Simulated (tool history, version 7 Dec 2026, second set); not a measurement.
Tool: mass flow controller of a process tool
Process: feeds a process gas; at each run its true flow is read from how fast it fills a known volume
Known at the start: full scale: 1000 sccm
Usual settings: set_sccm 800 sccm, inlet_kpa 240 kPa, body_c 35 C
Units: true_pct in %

run,hour,set_sccm,inlet_kpa,body_c,true_pct
1,0,800,240,35,99.62
2,138,800,240,35,99.67
3,215.2,800,240,35,99.78
4,336.8,800,240,35,99.77
5,421.4,800,240,35,99.73
6,542.5,800,238,35,99.64
7,665.5,800,240,20,100.22
8,754.7,800,240,35,99.81
9,870.5,605,240,35,99.44
10,998.9,947,156,36,99.25

Forecast run 11:
11,1075.4,859,240,25,?

Run 11 gave true_pct 100.3 %.
Without the tool's hidden state the same run would have given true_pct 100.29 %.
